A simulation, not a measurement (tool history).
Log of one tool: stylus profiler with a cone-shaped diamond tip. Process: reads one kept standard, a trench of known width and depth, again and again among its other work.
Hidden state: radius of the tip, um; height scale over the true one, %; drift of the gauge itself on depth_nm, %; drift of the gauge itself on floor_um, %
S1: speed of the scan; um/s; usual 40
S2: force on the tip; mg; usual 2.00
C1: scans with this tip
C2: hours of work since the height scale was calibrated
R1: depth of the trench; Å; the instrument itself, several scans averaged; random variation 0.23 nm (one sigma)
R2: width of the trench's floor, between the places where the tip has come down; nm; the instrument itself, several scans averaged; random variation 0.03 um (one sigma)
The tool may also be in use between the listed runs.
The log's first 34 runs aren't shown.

run   hour  S1    S2    C1   C2       R1     R2
 35  570.1  12  2.65  6923  484  10119.1  24970
 36  585.6  22  2.66  7020  491  10121.9  24910
 37  608.8  11  1.24  7165  501  10079.3  24900
 38  631.3  12  1.90  7306  511  10100.8  24860
 39  647.7  19  1.22  7408  518  10082.5  24770
 40  669.8  13  2.00  7546  528  10105.3  24800
 41  680.8  89  1.51  7615  533  10089.6  24340
 42  702.0  70  2.00  7748  542  10100.5  24510
 43  718.7  17  5.35  7852  549  10181.8  24770
 44  738.0  17  5.35  7973  558  10181.5  24790
 45  749.2  24  3.58  8043  563  10147.6  24720
 46  767.7  44  5.72  8159  571  10193.5  24680

Forecast each of these 4 alternatives for the next run:
  A  787.5   39  0.97  8283  579   ?   ?
  B  787.5   24  1.73  8283  579   ?   ?
  C  787.5  106  5.64  8283  579   ?   ?
  D  787.5   83  0.91  8283  579   ?   ?

run       R1     R2
  A  10071.9  24460
  B  10097.6  24650
  C  10190.7  24410
  D  10071.5  24090
Without the tool's hidden state the same runs would have given:
run       R1     R2
  A  10053.0  26190
  B  10078.6  26380
  C  10171.5  26140
  D  10052.5  25820

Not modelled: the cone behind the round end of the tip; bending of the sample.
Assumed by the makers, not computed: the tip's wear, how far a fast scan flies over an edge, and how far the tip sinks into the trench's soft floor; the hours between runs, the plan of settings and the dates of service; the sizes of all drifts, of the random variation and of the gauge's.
